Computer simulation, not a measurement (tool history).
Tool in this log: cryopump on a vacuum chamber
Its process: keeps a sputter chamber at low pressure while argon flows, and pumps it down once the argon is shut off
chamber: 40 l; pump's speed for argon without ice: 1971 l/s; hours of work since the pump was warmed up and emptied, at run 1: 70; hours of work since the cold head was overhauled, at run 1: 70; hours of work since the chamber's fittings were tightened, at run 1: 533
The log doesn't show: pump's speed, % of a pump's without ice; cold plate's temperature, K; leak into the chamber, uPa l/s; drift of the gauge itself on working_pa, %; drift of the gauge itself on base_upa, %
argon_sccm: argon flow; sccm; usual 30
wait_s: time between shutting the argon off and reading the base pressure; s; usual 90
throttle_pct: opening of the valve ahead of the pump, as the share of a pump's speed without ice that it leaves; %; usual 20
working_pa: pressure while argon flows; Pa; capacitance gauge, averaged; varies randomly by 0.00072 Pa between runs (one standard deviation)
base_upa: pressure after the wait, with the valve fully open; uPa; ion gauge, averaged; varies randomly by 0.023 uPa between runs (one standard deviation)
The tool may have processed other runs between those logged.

run	hour	argon_sccm	wait_s	throttle_pct	hours of work since the pump was warmed up and emptied	hours of work since the cold head was overhauled	hours of work since the chamber's fittings were tightened	working_pa	base_upa
1	0.0	30	90	20	70	70	533	0.1297	1.04
2	16.1	30	90	20	84	84	548	0.1292	1.08
3	33.9	30	90	20	100	100	564	0.1298	1.10
4	47.6	30	90	20	112	112	576	0.1301	1.09
5	66.2	30	90	20	129	129	593	0.1301	1.10
6	79.9	30	90	20	141	141	605	0.1303	1.08
7	95.8	30	90	20	155	155	619	0.1296	1.07
8	115.2	30	90	20	173	173	636	0.1312	1.14
9	133.5	30	90	20	189	189	653	0.1313	1.15
10	155.0	30	90	20	208	208	672	0.1320	1.13
11	168.7	30	90	30	221	221	684	0.0876	1.16
12	184.8	30	90	30	235	235	699	0.0883	1.18
13	196.0	30	90	20	245	245	709	0.1327	1.18
14	219.4	30	90	20	266	266	730	0.1324	1.14
15	235.4	30	90	20	280	280	744	0.1307	1.25
16	260.5	22	90	20	303	303	766	0.0967	1.25
17	279.4	22	90	20	320	320	783	0.0964	1.25
18	300.5	23	113	17	338	338	802	0.1184	1.10
19	326.8	24	90	32	362	362	826	0.0672	1.26
20	351.8	24	90	32	384	384	848	0.0667	1.33
21	363.5	24	90	32	395	395	858	0.0673	1.34
22	374.5	46	90	20	405	405	868	0.2036	1.31
23	398.0	38	25	35	426	426	889	0.0996	3.08

What does the tool deliver on the next run?
24	409.9	28	46	24	436	436	900	?	?

working_pa: 0.1051 Pa
base_upa: 1.91 uPa
With the hidden condition absent and the run-to-run variation left alone, this run would have shown working_pa 0.1003 Pa, base_upa 1.39 uPa.
